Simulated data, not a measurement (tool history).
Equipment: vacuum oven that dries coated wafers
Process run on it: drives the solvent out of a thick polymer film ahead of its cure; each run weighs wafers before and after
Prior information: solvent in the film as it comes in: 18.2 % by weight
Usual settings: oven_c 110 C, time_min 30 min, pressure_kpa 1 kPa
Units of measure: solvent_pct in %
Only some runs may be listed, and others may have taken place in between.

run    hour  oven_c  time_min  pressure_kpa  solvent_pct
  1       0     110        30             1         3.67
  2    32.4     110        30             1         3.79
  3    69.8     110        30             1         3.71
  4    97.9     110        30             1         3.73
  5   120.2     110        30             1         3.82
  6   136.7     110        30             1         3.97
  7   156.3     110        30             1          3.8
  8   191.8     110        25             1         4.62
  9   223.1     110        25             1         4.63
 10     256     110        25             1         4.81
 11   271.9     110        30             1         3.92
 12     309     110        30             1         3.92
 13   346.8     110        16             1         6.86
 14     364     110        18             1         6.49
 15   397.6     110        30             1         4.16
 16   430.8     110        30             1         3.99
        459  -- oven's thermocouples calibrated
 17   466.1     110        30             1         4.09
 18   484.2     101        30             1         6.81
 19   506.9     110        30             1         4.17
 20   528.1     110        30             1         4.25
 21   545.5     110        30             1         4.25
 22   566.7     110        30             1         4.28
 23   592.9     110        30          0.73         4.08
      611.7  -- oven's thermocouples calibrated, once more
 24   611.7     110        17           1.2         6.86
 25   640.5     122        20          1.51         3.13
 26   656.5      95        25          2.64        10.15
 27   677.1     106        18          3.66         9.04
 28   702.3     103        16          3.66        10.49
 29   737.8     103        18           0.9         8.31
 30     775     105        28          0.69         5.39
 31   810.6     101        30             1         6.39
 32     829     121        22             1         2.74
      834.9  -- vacuum gauge cleaned of residue and calibrated
 33     861     110        18          1.74         6.66
 34   883.4     116        16             1         5.24
 35   902.9     116        16             1         5.22
 36   940.4      99        48          2.02         5.53
 37   959.9      99        48          2.02         5.52
 38   996.7     120        26          2.56         3.05
 39  1012.8     120        26          2.56         3.15
 40  1042.3     120        26          0.77         1.98
 41  1080.3     114        30             1         2.85
 42  1105.9     102        23          1.01         7.28
 43  1124.2     116        17          3.59         6.41
 44  1153.8     116        17          3.59         6.58
 45  1192.1     110        24             1         4.88

For some of the steps in solvent_pct from one run to the next: how much would appear even if the tool had no hidden state, given the settings, what came in and random variation, and how much remains for the hidden state plus any gauge scatter that the measured result and the result without hidden state don't share?
The hidden state here: true wafer temperature over the reading, C; true pressure over the reading, kPa; drift of the gauge itself on solvent_pct, %.
Run 23 -> 24: time_min 30 -> 17, pressure_kpa 0.73 -> 1.2, oven's thermocouples calibrated, once more. solvent_pct +2.78 %: hidden state -0.46, all else +3.24.
Run 25 -> 26: oven_c 122 -> 95, time_min 20 -> 25, pressure_kpa 1.51 -> 2.64. solvent_pct +7.02 %: hidden state +0.15, all else +6.87.
Run 31 -> 32: oven_c 101 -> 121, time_min 30 -> 22. solvent_pct -3.65 %: hidden state -0.18, all else -3.47.
Run 32 -> 33: oven_c 121 -> 110, time_min 22 -> 18, pressure_kpa 1 -> 1.74, vacuum gauge cleaned of residue and calibrated. solvent_pct +3.92 %: hidden state -0.22, all else +4.14.
Run 41 -> 42: oven_c 114 -> 102, time_min 30 -> 23, pressure_kpa 1 -> 1.01. solvent_pct +4.43 %: hidden state +0.08, all else +4.35.
